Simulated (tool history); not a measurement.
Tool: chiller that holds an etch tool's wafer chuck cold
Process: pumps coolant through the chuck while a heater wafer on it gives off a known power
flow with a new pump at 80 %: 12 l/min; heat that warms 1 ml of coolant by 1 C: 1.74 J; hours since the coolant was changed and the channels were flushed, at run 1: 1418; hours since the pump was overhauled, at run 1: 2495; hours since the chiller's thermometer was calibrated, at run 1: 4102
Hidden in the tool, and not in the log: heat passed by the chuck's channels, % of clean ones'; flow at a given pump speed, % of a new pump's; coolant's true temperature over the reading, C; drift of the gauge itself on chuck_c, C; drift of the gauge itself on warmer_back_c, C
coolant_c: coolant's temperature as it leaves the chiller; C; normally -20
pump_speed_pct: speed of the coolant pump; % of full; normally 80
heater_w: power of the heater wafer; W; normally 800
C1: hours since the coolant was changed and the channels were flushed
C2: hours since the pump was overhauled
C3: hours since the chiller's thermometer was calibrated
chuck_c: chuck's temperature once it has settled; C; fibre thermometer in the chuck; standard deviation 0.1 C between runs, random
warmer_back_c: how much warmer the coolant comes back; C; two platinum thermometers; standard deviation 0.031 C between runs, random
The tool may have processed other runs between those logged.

run 1 hour=0 | coolant_c=-20 pump_speed_pct=80 heater_w=800 | C1=1418 C2=2495 C3=4102 | chuck_c=-14.8 warmer_back_c=2.42
run 2 hour=50 | coolant_c=-20 pump_speed_pct=80 heater_w=800 | C1=1468 C2=2545 C3=4152 | chuck_c=-14.8 warmer_back_c=2.41
run 3 hour=82.6 | coolant_c=-20 pump_speed_pct=80 heater_w=800 | C1=1501 C2=2577 C3=4184 | chuck_c=-14.8 warmer_back_c=2.43
run 4 hour=122.7 | coolant_c=-20 pump_speed_pct=74 heater_w=800 | C1=1541 C2=2617 C3=4224 | chuck_c=-14.4 warmer_back_c=2.63
run 5 hour=181.7 | coolant_c=-20 pump_speed_pct=74 heater_w=800 | C1=1600 C2=2676 C3=4284 | chuck_c=-14.2 warmer_back_c=2.61
run 6 hour=210.7 | coolant_c=-20 pump_speed_pct=74 heater_w=433 | C1=1629 C2=2705 C3=4313 | chuck_c=-17.2 warmer_back_c=1.48
run 7 hour=280 | coolant_c=-20 pump_speed_pct=80 heater_w=800 | C1=1698 C2=2775 C3=4382 | chuck_c=-14.8 warmer_back_c=2.44
run 8 hour=325.2 | coolant_c=-20 pump_speed_pct=80 heater_w=800 | C1=1743 C2=2820 C3=4427 | chuck_c=-14.8 warmer_back_c=2.4
run 9 hour=394.1 | coolant_c=-20 pump_speed_pct=80 heater_w=800 | C1=1812 C2=2889 C3=4496 | chuck_c=-14.8 warmer_back_c=2.42
run 10 hour=434.1 | coolant_c=-20 pump_speed_pct=63 heater_w=800 | C1=1852 C2=2929 C3=4536 | chuck_c=-13.3 warmer_back_c=3.13
run 11 hour=497.8 | coolant_c=-20 pump_speed_pct=80 heater_w=800 | C1=1916 C2=2992 C3=4600 | chuck_c=-14.7 warmer_back_c=2.43
run 12 hour=538.3 | coolant_c=-20 pump_speed_pct=71 heater_w=800 | C1=1956 C2=3033 C3=4640 | chuck_c=-13.9 warmer_back_c=2.79
run 13 hour=586.3 | coolant_c=-20 pump_speed_pct=71 heater_w=800 | C1=2004 C2=3081 C3=4688 | chuck_c=-14.1 warmer_back_c=2.79
run 14 hour=627.2 | coolant_c=-20 pump_speed_pct=71 heater_w=800 | C1=2045 C2=3122 C3=4729 | chuck_c=-14 warmer_back_c=2.78
run 15 hour=660.2 | coolant_c=-14 pump_speed_pct=80 heater_w=800 | C1=2078 C2=3155 C3=4762 | chuck_c=-8.4 warmer_back_c=2.44
run 16 hour=689.9 | coolant_c=-14 pump_speed_pct=80 heater_w=424 | C1=2108 C2=3184 C3=4792 | chuck_c=-11.4 warmer_back_c=1.3
run 17 hour=736.5 | coolant_c=-18 pump_speed_pct=80 heater_w=714 | C1=2154 C2=3231 C3=4838 | chuck_c=-13.2 warmer_back_c=2.22
run 18 hour=781.5 | coolant_c=-17 pump_speed_pct=90 heater_w=764 | C1=2199 C2=3276 C3=4883 | chuck_c=-12.4 warmer_back_c=2.06
run 19 hour=834.2 | coolant_c=-10 pump_speed_pct=80 heater_w=706 | C1=2252 C2=3329 C3=4936 | chuck_c=-5.4 warmer_back_c=2.15
run 20 hour=890.9 | coolant_c=-10 pump_speed_pct=80 heater_w=706 | C1=2309 C2=3385 C3=4993 | chuck_c=-5.4 warmer_back_c=2.23
run 21 hour=950.3 | coolant_c=-10 pump_speed_pct=80 heater_w=706 | C1=2368 C2=3445 C3=5052 | chuck_c=-5.3 warmer_back_c=2.2
run 22 hour=979 | coolant_c=-10 pump_speed_pct=80 heater_w=800 | C1=2397 C2=3474 C3=5081 | chuck_c=-4.7 warmer_back_c=2.39
run 23 hour=1033.7 | coolant_c=-10 pump_speed_pct=88 heater_w=800 | C1=2452 C2=3528 C3=5136 | chuck_c=-5.2 warmer_back_c=2.28
run 24 hour=1081 | coolant_c=-20 pump_speed_pct=90 heater_w=561 | C1=2499 C2=3576 C3=5183 | chuck_c=-16.8 warmer_back_c=1.52
run 25 hour=1145.2 | coolant_c=-20 pump_speed_pct=90 heater_w=561 | C1=2563 C2=3640 C3=5247 | chuck_c=-16.8 warmer_back_c=1.52
run 26 hour=1176.9 | coolant_c=-20 pump_speed_pct=90 heater_w=561 | C1=2595 C2=3671 C3=5279 | chuck_c=-16.7 warmer_back_c=1.57
run 27 hour=1207.4 | coolant_c=-20 pump_speed_pct=90 heater_w=561 | C1=2625 C2=3702 C3=5309 | chuck_c=-16.8 warmer_back_c=1.48
-- hour=1234.4 chiller's thermometer calibrated
run 28 hour=1273 | coolant_c=-20 pump_speed_pct=90 heater_w=561 | C1=2690 C2=3767 C3=39 | chuck_c=-16.2 warmer_back_c=1.53
run 29 hour=1328.1 | coolant_c=-16 pump_speed_pct=95 heater_w=800 | C1=2745 C2=3822 C3=94 | chuck_c=-11 warmer_back_c=2.04
run 30 hour=1398.1 | coolant_c=-16 pump_speed_pct=95 heater_w=800 | C1=2815 C2=3892 C3=164 | chuck_c=-10.9 warmer_back_c=2.01
run 31 hour=1433.1 | coolant_c=-18 pump_speed_pct=95 heater_w=800 | C1=2850 C2=3927 C3=199 | chuck_c=-12.9 warmer_back_c=2.1
run 32 hour=1503.1 | coolant_c=-18 pump_speed_pct=95 heater_w=800 | C1=2920 C2=3997 C3=269 | chuck_c=-12.9 warmer_back_c=2.08

Alternative continuations, all from the tool just after run 32; predict every row:
run A hour=1554.4 | coolant_c=-30 pump_speed_pct=76 heater_w=1015 | C1=2971 C2=4048 C3=320 | chuck_c=? warmer_back_c=?
run B hour=1554.4 | coolant_c=-16 pump_speed_pct=95 heater_w=800 | C1=2971 C2=4048 C3=320 | chuck_c=? warmer_back_c=?
run C hour=1554.4 | coolant_c=-13 pump_speed_pct=88 heater_w=697 | C1=2971 C2=4048 C3=320 | chuck_c=? warmer_back_c=?
run D hour=1554.4 | coolant_c=-18 pump_speed_pct=70 heater_w=800 | C1=2971 C2=4048 C3=320 | chuck_c=? warmer_back_c=?

run=A chuck_c=-22.1 warmer_back_c=3.41
run=B chuck_c=-11 warmer_back_c=2.02
run=C chuck_c=-8.3 warmer_back_c=1.97
run=D chuck_c=-11.2 warmer_back_c=2.86
With no hidden state in the tool, these same runs would have given:
run=A chuck_c=-23.2 warmer_back_c=3.15
run=B chuck_c=-11.7 warmer_back_c=1.86
run=C chuck_c=-9 warmer_back_c=1.82
run=D chuck_c=-12.1 warmer_back_c=2.64
